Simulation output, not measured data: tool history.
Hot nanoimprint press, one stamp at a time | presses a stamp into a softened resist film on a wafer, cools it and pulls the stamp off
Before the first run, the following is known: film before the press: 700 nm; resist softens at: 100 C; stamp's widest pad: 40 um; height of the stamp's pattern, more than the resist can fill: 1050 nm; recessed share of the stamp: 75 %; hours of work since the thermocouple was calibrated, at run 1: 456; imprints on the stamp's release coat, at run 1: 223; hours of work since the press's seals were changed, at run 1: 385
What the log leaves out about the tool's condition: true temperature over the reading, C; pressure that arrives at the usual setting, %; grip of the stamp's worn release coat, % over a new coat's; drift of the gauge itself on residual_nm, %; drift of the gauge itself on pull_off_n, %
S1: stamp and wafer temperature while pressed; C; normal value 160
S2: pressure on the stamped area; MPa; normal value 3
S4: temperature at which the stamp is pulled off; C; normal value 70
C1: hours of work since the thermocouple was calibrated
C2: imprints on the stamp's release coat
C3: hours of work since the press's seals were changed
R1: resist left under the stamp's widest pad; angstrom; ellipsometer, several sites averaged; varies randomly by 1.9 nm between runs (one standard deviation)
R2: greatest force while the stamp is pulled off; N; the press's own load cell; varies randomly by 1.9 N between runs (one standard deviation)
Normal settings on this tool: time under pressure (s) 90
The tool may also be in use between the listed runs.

{"run": 1, "day": 0.0, "S1": 160, "S2": 3, "time under pressure (s)": 90, "S4": 70, "C1": 456, "C2": 223, "C3": 385, "R1": 3577, "R2": 100}
{"run": 2, "day": 2.067, "S1": 160, "S2": 3, "time under pressure (s)": 90, "S4": 70, "C1": 477, "C2": 356, "C3": 406, "R1": 3559, "R2": 99}
{"run": 3, "day": 4.125, "S1": 160, "S2": 3, "time under pressure (s)": 90, "S4": 70, "C1": 498, "C2": 489, "C3": 428, "R1": 3582, "R2": 103}
{"run": 4, "day": 5.967, "S1": 158, "S2": 3, "time under pressure (s)": 90, "S4": 70, "C1": 517, "C2": 608, "C3": 446, "R1": 3767, "R2": 104}
{"run": 5, "day": 7.004, "S1": 158, "S2": 3, "time under pressure (s)": 90, "S4": 70, "C1": 527, "C2": 675, "C3": 457, "R1": 3743, "R2": 103}
{"day": 8.225, "done": "plate thermocouple calibrated"}
{"run": 6, "day": 8.225, "S1": 158, "S2": 3, "time under pressure (s)": 90, "S4": 70, "C1": 0, "C2": 746, "C3": 468, "R1": 3753, "R2": 101}
{"run": 7, "day": 9.438, "S1": 160, "S2": 3, "time under pressure (s)": 90, "S4": 57, "C1": 12, "C2": 824, "C3": 481, "R1": 3551, "R2": 126}
{"day": 11.829, "done": "stamp cleaned and given a new release coat"}
{"run": 8, "day": 12.117, "S1": 160, "S2": 3, "time under pressure (s)": 90, "S4": 57, "C1": 37, "C2": 19, "C3": 506, "R1": 3585, "R2": 122}
{"run": 9, "day": 13.904, "S1": 160, "S2": 3, "time under pressure (s)": 107, "S4": 57, "C1": 56, "C2": 134, "C3": 524, "R1": 3350, "R2": 127}
{"run": 10, "day": 15.379, "S1": 160, "S2": 3, "time under pressure (s)": 90, "S4": 70, "C1": 71, "C2": 229, "C3": 539, "R1": 3544, "R2": 98}
{"run": 11, "day": 16.667, "S1": 160, "S2": 3, "time under pressure (s)": 76, "S4": 70, "C1": 84, "C2": 312, "C3": 552, "R1": 3753, "R2": 101}
{"run": 12, "day": 18.796, "S1": 160, "S2": 3, "time under pressure (s)": 76, "S4": 70, "C1": 106, "C2": 449, "C3": 574, "R1": 3740, "R2": 99}
{"run": 13, "day": 20.004, "S1": 160, "S2": 3, "time under pressure (s)": 76, "S4": 70, "C1": 118, "C2": 527, "C3": 586, "R1": 3738, "R2": 98}
{"run": 14, "day": 22.483, "S1": 160, "S2": 3, "time under pressure (s)": 90, "S4": 70, "C1": 143, "C2": 687, "C3": 612, "R1": 3510, "R2": 102}
{"run": 15, "day": 24.208, "S1": 160, "S2": 3, "time under pressure (s)": 90, "S4": 70, "C1": 161, "C2": 798, "C3": 629, "R1": 3521, "R2": 98}
{"run": 16, "day": 26.317, "S1": 153, "S2": 1.85, "time under pressure (s)": 90, "S4": 72, "C1": 183, "C2": 934, "C3": 651, "R1": 5142, "R2": 98}
{"day": 26.983, "done": "stamp cleaned and given a new release coat"}
{"run": 17, "day": 28.308, "S1": 153, "S2": 1.85, "time under pressure (s)": 90, "S4": 72, "C1": 200, "C2": 86, "C3": 669, "R1": 5133, "R2": 98}
{"run": 18, "day": 29.396, "S1": 153, "S2": 1.85, "time under pressure (s)": 90, "S4": 72, "C1": 212, "C2": 156, "C3": 680, "R1": 5127, "R2": 96}
{"run": 19, "day": 31.088, "S1": 153, "S2": 1.85, "time under pressure (s)": 90, "S4": 72, "C1": 229, "C2": 265, "C3": 697, "R1": 5112, "R2": 95}
{"run": 20, "day": 32.775, "S1": 160, "S2": 2.08, "time under pressure (s)": 102, "S4": 70, "C1": 246, "C2": 374, "C3": 714, "R1": 4042, "R2": 104}
{"run": 21, "day": 34.9, "S1": 160, "S2": 2.08, "time under pressure (s)": 102, "S4": 70, "C1": 268, "C2": 511, "C3": 736, "R1": 4040, "R2": 102}
{"run": 22, "day": 36.979, "S1": 165, "S2": 2.15, "time under pressure (s)": 121, "S4": 61, "C1": 289, "C2": 645, "C3": 757, "R1": 3341, "R2": 116}
{"run": 23, "day": 38.558, "S1": 160, "S2": 4.47, "time under pressure (s)": 91, "S4": 70, "C1": 305, "C2": 747, "C3": 774, "R1": 2823, "R2": 102}
{"run": 24, "day": 40.358, "S1": 160, "S2": 4.47, "time under pressure (s)": 91, "S4": 70, "C1": 324, "C2": 863, "C3": 792, "R1": 2782, "R2": 101}
{"day": 42.096, "done": "stamp cleaned and given a new release coat"}
{"run": 25, "day": 42.183, "S1": 160, "S2": 4.47, "time under pressure (s)": 83, "S4": 55, "C1": 340, "C2": 6, "C3": 808, "R1": 2870, "R2": 121}
{"run": 26, "day": 44.617, "S1": 160, "S2": 4.47, "time under pressure (s)": 83, "S4": 55, "C1": 365, "C2": 163, "C3": 833, "R1": 2881, "R2": 125}
{"run": 27, "day": 46.854, "S1": 160, "S2": 2.36, "time under pressure (s)": 90, "S4": 59, "C1": 388, "C2": 307, "C3": 856, "R1": 3915, "R2": 126}
{"run": 28, "day": 48.542, "S1": 158, "S2": 3, "time under pressure (s)": 130, "S4": 68, "C1": 405, "C2": 416, "C3": 873, "R1": 3257, "R2": 104}

Here are 4 independent what-if runs from the current tool condition. What would each one return?
{"run": "A", "day": 50.762, "S1": 158, "S2": 3, "time under pressure (s)": 130, "S4": 65, "C1": 428, "C2": 559, "C3": 896, "R1": "?", "R2": "?"}
{"run": "B", "day": 50.762, "S1": 160, "S2": 3, "time under pressure (s)": 90, "S4": 71, "C1": 428, "C2": 559, "C3": 896, "R1": "?", "R2": "?"}
{"run": "C", "day": 50.762, "S1": 152, "S2": 3, "time under pressure (s)": 96, "S4": 70, "C1": 428, "C2": 559, "C3": 896, "R1": "?", "R2": "?"}
{"run": "D", "day": 50.762, "S1": 160, "S2": 2.04, "time under pressure (s)": 90, "S4": 70, "C1": 428, "C2": 559, "C3": 896, "R1": "?", "R2": "?"}

run=A R1=3283 R2=113
run=B R1=3482 R2=98
run=C R1=4229 R2=101
run=D R1=4174 R2=102
Had the tool no hidden state, the same runs would have come out as:
run=A R1=3384 R2=113
run=B R1=3589 R2=98
run=C R1=4359 R2=100
run=D R1=4302 R2=101
